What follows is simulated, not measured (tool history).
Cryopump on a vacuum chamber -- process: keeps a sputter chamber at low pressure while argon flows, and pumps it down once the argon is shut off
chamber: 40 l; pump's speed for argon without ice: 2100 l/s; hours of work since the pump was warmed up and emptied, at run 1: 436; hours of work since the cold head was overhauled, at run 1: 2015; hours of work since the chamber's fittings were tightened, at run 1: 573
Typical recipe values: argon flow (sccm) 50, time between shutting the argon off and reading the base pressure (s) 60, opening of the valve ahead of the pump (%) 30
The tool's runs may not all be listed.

run,hour,argon flow (sccm),time between shutting the argon off and reading the base pressure (s),opening of the valve ahead of the pump (%),hours of work since the pump was warmed up and emptied,hours of work since the cold head was overhauled,hours of work since the chamber's fittings were tightened,pressure while argon flows (Pa),pressure after the wait (uPa)
1,0,50,60,30,436,2015,573,0.1418,0.6
2,124.8,50,60,30,543,2122,679,0.1442,0.64
3,217,50,60,30,621,2200,758,0.1457,0.64
4,312.5,50,60,30,703,2282,839,0.1465,0.66
# hour 346.3: pump warmed up, emptied and cooled again
5,415.3,50,60,30,59,2365,922,0.1361,0.62
6,538,50,60,59,164,2470,1027,0.0713,0.58
7,632.1,50,60,59,244,2550,1107,0.072,0.62
8,723.6,50,60,30,322,2628,1185,0.1385,0.63
9,812.8,72,109,30,398,2704,1261,0.2032,0.56
10,903.4,72,109,30,475,2781,1338,0.2041,0.52
11,976.3,83,39,21,537,2843,1401,0.3355,0.82
12,1056.5,50,60,38,606,2912,1469,0.1179,0.67
13,1137,50,228,23,674,2980,1538,0.1884,0.51
# hour 1206: pump warmed up, emptied and cooled again
14,1253.2,32,88,30,40,3075,1632,0.0868,0.58
15,1382.5,27,45,45,150,3186,1743,0.0497,0.8
16,1498.9,27,45,45,250,3285,1842,0.0509,0.83

Here are 3 independent what-if runs from the current tool condition. What would each one return?
A,1569.2,74,60,30,310,3345,1902,?,?
B,1569.2,27,23,45,310,3345,1902,?,?
C,1569.2,61,25,26,310,3345,1902,?,?

run,pressure while argon flows (Pa),pressure after the wait (uPa)
A,0.2072,0.73
B,0.0504,1.24
C,0.1958,1.13
Take away the tool's hidden state, keep each run's random variation, and the runs would have read:
run,pressure while argon flows (Pa),pressure after the wait (uPa)
A,0.1988,0.49
B,0.0474,1
C,0.1889,0.9
